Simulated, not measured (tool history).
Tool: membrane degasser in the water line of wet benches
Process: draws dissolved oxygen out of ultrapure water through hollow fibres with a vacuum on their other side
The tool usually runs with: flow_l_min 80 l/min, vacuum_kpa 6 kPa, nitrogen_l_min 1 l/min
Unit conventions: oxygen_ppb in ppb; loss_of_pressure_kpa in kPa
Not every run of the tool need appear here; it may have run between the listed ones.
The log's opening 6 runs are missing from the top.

| run | day | flow_l_min | vacuum_kpa | nitrogen_l_min | hours since the membrane was changed | hours since the vacuum gauge was calibrated | hours since the vacuum lines were made tight | oxygen_ppb | loss_of_pressure_kpa |
|---|---|---|---|---|---|---|---|---|---|
| 7 | 20.529 | 80 | 6 | 1 | 2973 | 4283 | 2273 | 406.5 | 27.43 |
| 8 | 24.65 | 74 | 6 | 1 | 3072 | 4382 | 2372 | 384 | 25.53 |
| 9 | 29.242 | 74 | 6 | 1 | 3182 | 4492 | 2483 | 378 | 25.27 |
| 10 | 33.15 | 58 | 6 | 1 | 3276 | 4586 | 2576 | 326.5 | 19.84 |
| 11 | 37.967 | 112 | 6 | 1 | 3392 | 4702 | 2692 | 500.4 | 38.28 |
| 12 | 42.767 | 80 | 6 | 1 | 3507 | 4817 | 2807 | 408.1 | 27.46 |
| 13 | 47.317 | 77 | 6 | 1 | 3616 | 4926 | 2916 | 393.7 | 26.49 |
| 14 | 50.267 | 93 | 6 | 1 | 3687 | 4997 | 2987 | 446.7 | 32.11 |
| 15 | 54.858 | 80 | 6 | 0.99 | 3797 | 5107 | 3097 | 413.9 | 27.45 |
| 16 | 59.483 | 80 | 12.56 | 1 | 3908 | 5218 | 3208 | 1173.4 | 27.91 |

The next listed run, before its measurement:
| 17 | 62.312 | 54 | 3.64 | 1.16 | 3976 | 5286 | 3276 | ? | ? |

Run 17 yielded oxygen_ppb 74.1 ppb, loss_of_pressure_kpa 18.68 kPa.
Were there no unlogged condition in the tool, this run, its random variation unchanged, would have produced oxygen_ppb 40.3 ppb, loss_of_pressure_kpa 17.61 kPa.

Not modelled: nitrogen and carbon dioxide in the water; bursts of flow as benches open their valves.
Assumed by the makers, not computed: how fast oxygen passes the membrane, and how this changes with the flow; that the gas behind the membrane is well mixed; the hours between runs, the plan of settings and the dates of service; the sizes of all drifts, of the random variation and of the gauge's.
